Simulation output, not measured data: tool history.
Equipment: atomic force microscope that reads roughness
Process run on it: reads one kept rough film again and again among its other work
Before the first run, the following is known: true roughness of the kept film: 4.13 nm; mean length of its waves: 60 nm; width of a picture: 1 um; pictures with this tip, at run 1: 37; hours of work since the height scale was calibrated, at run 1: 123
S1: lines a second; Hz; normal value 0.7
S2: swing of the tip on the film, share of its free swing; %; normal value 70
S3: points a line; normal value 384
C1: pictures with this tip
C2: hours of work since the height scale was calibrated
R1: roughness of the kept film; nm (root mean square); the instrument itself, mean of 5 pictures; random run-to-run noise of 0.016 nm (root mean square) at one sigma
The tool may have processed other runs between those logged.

{"run": 1, "hour": 0.0, "S1": 0.7, "S2": 70, "S3": 384, "C1": 37, "C2": 123, "R1": 3.766}
{"run": 2, "hour": 4.7, "S1": 0.7, "S2": 70, "S3": 285, "C1": 42, "C2": 126, "R1": 3.782}
{"run": 3, "hour": 15.1, "S1": 0.7, "S2": 70, "S3": 384, "C1": 55, "C2": 134, "R1": 3.775}
{"run": 4, "hour": 19.6, "S1": 3.611, "S2": 70, "S3": 384, "C1": 61, "C2": 137, "R1": 3.194}
{"run": 5, "hour": 30.2, "S1": 3.611, "S2": 70, "S3": 384, "C1": 74, "C2": 145, "R1": 3.204}
{"hour": 31.7, "done": "new tip fitted"}
{"run": 6, "hour": 38.7, "S1": 1.056, "S2": 70, "S3": 384, "C1": 9, "C2": 151, "R1": 3.705}
{"run": 7, "hour": 49.1, "S1": 0.7, "S2": 70, "S3": 384, "C1": 22, "C2": 159, "R1": 3.792}
{"run": 8, "hour": 59.3, "S1": 0.7, "S2": 70, "S3": 384, "C1": 35, "C2": 167, "R1": 3.766}
{"run": 9, "hour": 66.5, "S1": 0.792, "S2": 74, "S3": 384, "C1": 44, "C2": 172, "R1": 3.694}
{"run": 10, "hour": 76.6, "S1": 1.645, "S2": 74, "S3": 385, "C1": 56, "C2": 180, "R1": 3.473}
{"run": 11, "hour": 83.6, "S1": 0.976, "S2": 89, "S3": 1005, "C1": 65, "C2": 185, "R1": 3.377}
{"run": 12, "hour": 90.4, "S1": 0.527, "S2": 70, "S3": 339, "C1": 74, "C2": 190, "R1": 3.789}
{"hour": 91.8, "done": "new tip fitted"}
{"run": 13, "hour": 101.4, "S1": 1.401, "S2": 78, "S3": 384, "C1": 12, "C2": 198, "R1": 3.474}
{"run": 14, "hour": 106.9, "S1": 2.985, "S2": 86, "S3": 809, "C1": 18, "C2": 202, "R1": 2.741}
{"run": 15, "hour": 114.4, "S1": 2.985, "S2": 86, "S3": 809, "C1": 28, "C2": 208, "R1": 2.741}
{"run": 16, "hour": 123.1, "S1": 2.985, "S2": 86, "S3": 654, "C1": 39, "C2": 215, "R1": 2.732}

Predict each of these 3 candidate next runs independently; none follows another, all start after run 16:
{"run": "A", "hour": 132.7, "S1": 2.173, "S2": 70, "S3": 384, "C1": 50, "C2": 222, "R1": "?"}
{"run": "B", "hour": 132.7, "S1": 2.985, "S2": 64, "S3": 654, "C1": 50, "C2": 222, "R1": "?"}
{"run": "C", "hour": 132.7, "S1": 1.85, "S2": 69, "S3": 497, "C1": 50, "C2": 222, "R1": "?"}

run=A R1=3.44
run=B R1=3.482
run=C R1=3.586
Without the tool's hidden state the same runs would have given:
run=A R1=3.444
run=B R1=3.486
run=C R1=3.59

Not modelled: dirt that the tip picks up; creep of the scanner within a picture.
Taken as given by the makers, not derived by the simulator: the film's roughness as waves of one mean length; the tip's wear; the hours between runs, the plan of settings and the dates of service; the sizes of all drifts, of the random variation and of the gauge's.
